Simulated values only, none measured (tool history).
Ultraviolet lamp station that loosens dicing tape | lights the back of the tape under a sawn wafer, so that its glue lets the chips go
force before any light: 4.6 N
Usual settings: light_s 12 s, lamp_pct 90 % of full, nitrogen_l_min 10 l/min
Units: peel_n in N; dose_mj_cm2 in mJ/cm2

run    hour  light_s  lamp_pct  nitrogen_l_min  peel_n  dose_mj_cm2
  1     0.0       12        90              10   0.395          258
  2    27.8       12        85              10   0.469          242
  3    46.6       12        85              10   0.460          231
  4    73.7       12        90               6   0.613          245
  5    97.5       12        90               6   0.618          245
  6   129.8       15        90              10   0.292          298
  7   159.2       15        90              10   0.306          293
  8   189.9       15        90              10   0.318          287
  9   215.6       15        90              10   0.320          280
 10   244.5       10        90              10   0.717          187
 11   274.0       10        90              10   0.744          181
 12   307.1       10        90              10   0.762          174
 13   338.1       10        90              10   0.821          177
 14   358.9       10        90              15   0.654          172
 15   394.3       10        90              15   0.669          166
 16   422.1       10        90              15   0.705          167
      428.0  -- window cleaned of glue's vapour
 17   459.3       10        90              15   0.863          147
 18   491.9       12        81              10   0.946          159
 19   511.4       12        81              10   1.001          153
 20   541.8       12        90              10   0.863          168
 21   580.1       12        91              10   0.874          165
      593.0  -- window cleaned of glue's vapour, once more
 22   605.8       12        91              10   0.540          217
 23   625.7       12        91              10   0.568          216
 24   650.8       14        90               3   0.962          246
 25   676.1       12        90               6   0.836          209
 26   714.1       12        86               8   0.765          194
 27   752.6       12        86               8   0.795          188
 28   778.5       12        63               3   1.901          135
 29   803.7       12        72              10   1.012          153
      810.2  -- lamp changed
 30   841.4       15        81               3   0.696          308
 31   864.8       10        65               5   1.316          163
 32   902.4       10        64               4   1.509          154
 33   941.9       11        85              11   0.499          221
 34   975.2        9        90              14   0.616          190
 35  1003.4       14        75              11   0.424          239
 36  1020.6        7        73               6   1.698          114
 37  1055.7        7        78              13   1.239          123
 38  1094.1        7        78              13   1.248          116
 39  1123.6        7        78              13   1.226          117
 40  1154.4        6        66              12   1.877           85
 41  1190.9        6        69               8   1.951           86
 42  1217.5        6        69               5   2.313           83
 43  1236.3       15        69               5   0.933          206

Measured less the same run without the tool's hidden state. The same run-to-run variation is in both; the gauge's scatter may not be:
The hidden state here: lamp's light, % of a new lamp's; light that the window lets through, % of a clean one's; drift of the gauge itself on peel_n, %; drift of the gauge itself on dose_mj_cm2, %.
run  peel_n  dose_mj_cm2
  1  +0.083          -32
  2  +0.108          -34
  3  +0.116          -36
  4  +0.160          -42
  5  +0.173          -46
  6  +0.092          -63
  7  +0.105          -69
  8  +0.114          -73
  9  +0.125          -78
 10  +0.274          -55
 11  +0.298          -59
 12  +0.319          -62
 13  +0.355          -65
 14  +0.310          -67
 15  +0.326          -71
 16  +0.356          -74
 17  +0.518          -93
 18  +0.563         -104
 19  +0.606         -106
 20  +0.545         -123
 21  +0.573         -127
 22  +0.237          -74
 23  +0.256          -77
 24  +0.395          -93
 25  +0.376          -82
 26  +0.366          -83
 27  +0.404          -88
 28  +0.649          -67
 29  +0.516          -79
 30  +0.081          -22
 31  +0.129          -14
 32  +0.165          -17
 33  +0.111          -29
 34  +0.149          -30
 35  +0.118          -42
 36  +0.276          -21
 37  +0.289          -26
 38  +0.319          -28
 39  +0.332          -30
 40  +0.415          -24
 41  +0.420          -26
 42  +0.450          -27
 43  +0.368          -72
